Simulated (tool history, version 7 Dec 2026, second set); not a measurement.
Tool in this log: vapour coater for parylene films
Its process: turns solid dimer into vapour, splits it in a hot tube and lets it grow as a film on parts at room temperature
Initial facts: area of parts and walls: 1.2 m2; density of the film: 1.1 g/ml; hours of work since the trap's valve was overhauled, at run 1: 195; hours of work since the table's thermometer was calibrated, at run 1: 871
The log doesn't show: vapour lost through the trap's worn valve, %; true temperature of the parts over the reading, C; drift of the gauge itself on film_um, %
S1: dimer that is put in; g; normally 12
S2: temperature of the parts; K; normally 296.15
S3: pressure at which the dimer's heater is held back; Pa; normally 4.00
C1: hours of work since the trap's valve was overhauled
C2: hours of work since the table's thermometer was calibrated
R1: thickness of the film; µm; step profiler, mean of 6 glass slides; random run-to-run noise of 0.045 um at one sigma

{"run": 1, "hour": 0.0, "S1": 12, "S2": 296.15, "S3": 4.0, "C1": 195, "C2": 871, "R1": 5.57}
{"run": 2, "hour": 47.1, "S1": 12, "S2": 296.15, "S3": 4.0, "C1": 221, "C2": 897, "R1": 5.75}
{"run": 3, "hour": 100.1, "S1": 12, "S2": 296.15, "S3": 4.0, "C1": 251, "C2": 927, "R1": 5.63}
{"run": 4, "hour": 123.2, "S1": 12, "S2": 296.15, "S3": 4.0, "C1": 264, "C2": 940, "R1": 5.67}
{"run": 5, "hour": 167.2, "S1": 12, "S2": 296.15, "S3": 4.0, "C1": 288, "C2": 964, "R1": 5.68}
{"run": 6, "hour": 190.9, "S1": 12, "S2": 296.15, "S3": 4.0, "C1": 302, "C2": 978, "R1": 5.73}
{"run": 7, "hour": 234.7, "S1": 12, "S2": 296.15, "S3": 4.0, "C1": 326, "C2": 1002, "R1": 5.61}
{"run": 8, "hour": 258.2, "S1": 12, "S2": 296.15, "S3": 4.0, "C1": 339, "C2": 1015, "R1": 5.67}
{"run": 9, "hour": 299.7, "S1": 12, "S2": 296.15, "S3": 3.29, "C1": 362, "C2": 1039, "R1": 5.89}
{"run": 10, "hour": 351.8, "S1": 12, "S2": 296.15, "S3": 4.0, "C1": 392, "C2": 1068, "R1": 5.68}
{"run": 11, "hour": 399.7, "S1": 12, "S2": 296.15, "S3": 5.01, "C1": 418, "C2": 1094, "R1": 5.41}
{"hour": 440.3, "done": "trap's valve overhauled"}
{"run": 12, "hour": 442.0, "S1": 12, "S2": 296.15, "S3": 4.0, "C1": 1, "C2": 1116, "R1": 5.74}
{"run": 13, "hour": 469.5, "S1": 12, "S2": 296.15, "S3": 4.0, "C1": 16, "C2": 1131, "R1": 5.67}
{"run": 14, "hour": 511.9, "S1": 9, "S2": 296.15, "S3": 2.48, "C1": 40, "C2": 1155, "R1": 4.75}
{"run": 15, "hour": 553.9, "S1": 9, "S2": 296.15, "S3": 2.48, "C1": 64, "C2": 1179, "R1": 4.72}
{"run": 16, "hour": 587.0, "S1": 15, "S2": 291.15, "S3": 6.29, "C1": 82, "C2": 1197, "R1": 7.91}
{"run": 17, "hour": 625.7, "S1": 12, "S2": 294.15, "S3": 2.53, "C1": 104, "C2": 1219, "R1": 6.85}
{"run": 18, "hour": 671.7, "S1": 12, "S2": 294.15, "S3": 2.53, "C1": 130, "C2": 1244, "R1": 6.77}
{"run": 19, "hour": 693.9, "S1": 12, "S2": 294.15, "S3": 2.53, "C1": 142, "C2": 1257, "R1": 6.72}
{"run": 20, "hour": 721.6, "S1": 18, "S2": 306.15, "S3": 4.17, "C1": 157, "C2": 1272, "R1": 5.62}
{"run": 21, "hour": 756.1, "S1": 16, "S2": 297.15, "S3": 8.69, "C1": 177, "C2": 1292, "R1": 6.14}
{"run": 22, "hour": 779.0, "S1": 11, "S2": 289.15, "S3": 10.83, "C1": 190, "C2": 1305, "R1": 5.62}
{"run": 23, "hour": 815.7, "S1": 11, "S2": 295.15, "S3": 6.67, "C1": 210, "C2": 1325, "R1": 4.83}
{"run": 24, "hour": 855.6, "S1": 11, "S2": 295.15, "S3": 6.67, "C1": 232, "C2": 1347, "R1": 4.85}
{"run": 25, "hour": 903.4, "S1": 11, "S2": 295.15, "S3": 6.67, "C1": 259, "C2": 1374, "R1": 4.86}
{"run": 26, "hour": 954.3, "S1": 15, "S2": 295.15, "S3": 3.91, "C1": 288, "C2": 1403, "R1": 7.37}

Describe how what the log doesn't record of the tool's condition differs between the last listed run preceding each entry between runs and the first listed run following it.
Between runs 11 and 12: trap's valve overhauled (hour 440.3)
  vapour lost through the trap's worn valve, %: 0.3 -> 0

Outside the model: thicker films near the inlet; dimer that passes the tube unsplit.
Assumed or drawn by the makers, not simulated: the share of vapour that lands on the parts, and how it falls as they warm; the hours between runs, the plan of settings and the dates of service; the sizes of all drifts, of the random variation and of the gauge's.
